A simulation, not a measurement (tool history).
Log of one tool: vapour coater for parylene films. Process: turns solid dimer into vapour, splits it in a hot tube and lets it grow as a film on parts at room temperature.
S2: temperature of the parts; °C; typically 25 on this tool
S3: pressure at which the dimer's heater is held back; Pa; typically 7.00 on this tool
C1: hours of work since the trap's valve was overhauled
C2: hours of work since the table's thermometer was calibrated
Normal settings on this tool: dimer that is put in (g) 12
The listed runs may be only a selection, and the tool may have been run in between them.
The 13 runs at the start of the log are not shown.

Run 14, day 20.700: usual settings but S3 2.10 Pa; C1 190; C2 1941. Result: thickness of the film (um) 4.90.
Run 15, day 21.788: usual settings but dimer that is put in (g) 11; C1 210; C2 1960. Result: thickness of the film (um) 3.83.
Run 16, day 22.771: usual settings but S2 36 °C; C1 228; C2 1978. Result: thickness of the film (um) 3.33.
Run 17, day 24.879: usual settings but S2 36 °C; C1 266; C2 2017. Result: thickness of the film (um) 3.35.
Run 18, day 26.317: usual settings but S2 36 °C, S3 2.16 Pa; C1 292; C2 2043. Result: thickness of the film (um) 3.84.
Run 19, day 28.067: usual settings but dimer that is put in (g) 20, S2 36 °C, S3 2.16 Pa; C1 324; C2 2074. Result: thickness of the film (um) 6.45.
Run 20, day 29.092: usual settings but dimer that is put in (g) 10, S2 26 °C, S3 9.55 Pa; C1 343; C2 2093. Result: thickness of the film (um) 3.33.
Run 21, day 30.408: usual settings but dimer that is put in (g) 10, S2 26 °C, S3 9.55 Pa; C1 366; C2 2117. Result: thickness of the film (um) 3.33.
Run 22, day 31.646: usual settings but dimer that is put in (g) 10, S2 26 °C, S3 9.55 Pa; C1 389; C2 2139. Result: thickness of the film (um) 3.34.
At day 32.317: table's thermometer calibrated.
At day 33.217: trap's valve overhauled.
Run 23, day 34.125: usual settings but dimer that is put in (g) 7, S2 31 °C, S3 4.38 Pa; C1 16; C2 30. Result: thickness of the film (um) 2.31.
Run 24, day 35.450: usual settings but dimer that is put in (g) 7, S2 31 °C, S3 7.38 Pa; C1 41; C2 54. Result: thickness of the film (um) 2.16.
Run 25, day 36.850: usual settings but dimer that is put in (g) 6, S2 31 °C, S3 2.20 Pa; C1 66; C2 79. Result: thickness of the film (um) 2.14.
Run 26, day 38.150: usual settings but dimer that is put in (g) 6, S2 31 °C, S3 2.20 Pa; C1 90; C2 103. Result: thickness of the film (um) 2.12.
Run 27, day 40.221: usual settings but dimer that is put in (g) 15, S2 31 °C, S3 2.20 Pa; C1 127; C2 141. Result: thickness of the film (um) 5.38.
Run 28, day 42.425: usual settings but dimer that is put in (g) 7, S2 33 °C, S3 9.14 Pa; C1 167; C2 181. Result: thickness of the film (um) 2.03.
Run 29, day 43.904: usual settings but dimer that is put in (g) 11, S2 31 °C, S3 11.37 Pa; C1 194; C2 207. Result: thickness of the film (um) 3.25.
Run 30, day 45.562: usual settings but dimer that is put in (g) 11, S2 31 °C, S3 11.37 Pa; C1 224; C2 238. Result: thickness of the film (um) 3.24.

Branching from run 30: 5 alternative next runs. What would each branch give?
Run A, day 46.588: usual settings but dimer that is put in (g) 11, S2 27 °C, S3 11.37 Pa; C1 243; C2 256. Result: thickness of the film (um) ?.
Run B, day 46.588: usual settings but dimer that is put in (g) 11, S2 21 °C, S3 11.37 Pa; C1 243; C2 256. Result: thickness of the film (um) ?.
Run C, day 46.588: usual settings but S2 31 °C, S3 11.91 Pa; C1 243; C2 256. Result: thickness of the film (um) ?.
Run D, day 46.588: usual settings but dimer that is put in (g) 11, S2 33 °C, S3 10.46 Pa; C1 243; C2 256. Result: thickness of the film (um) ?.
Run E, day 46.588: usual settings but dimer that is put in (g) 7, S2 22 °C, S3 8.74 Pa; C1 243; C2 256. Result: thickness of the film (um) ?.

run  thickness of the film (um)
  A                        3.55
  B                        4.04
  C                        3.54
  D                        3.16
  E                        2.60
Stripped of hidden state, with their random variation kept, the same runs would have yielded:
run  thickness of the film (um)
  A                        3.48
  B                        3.96
  C                        3.47
  D                        3.10
  E                        2.55
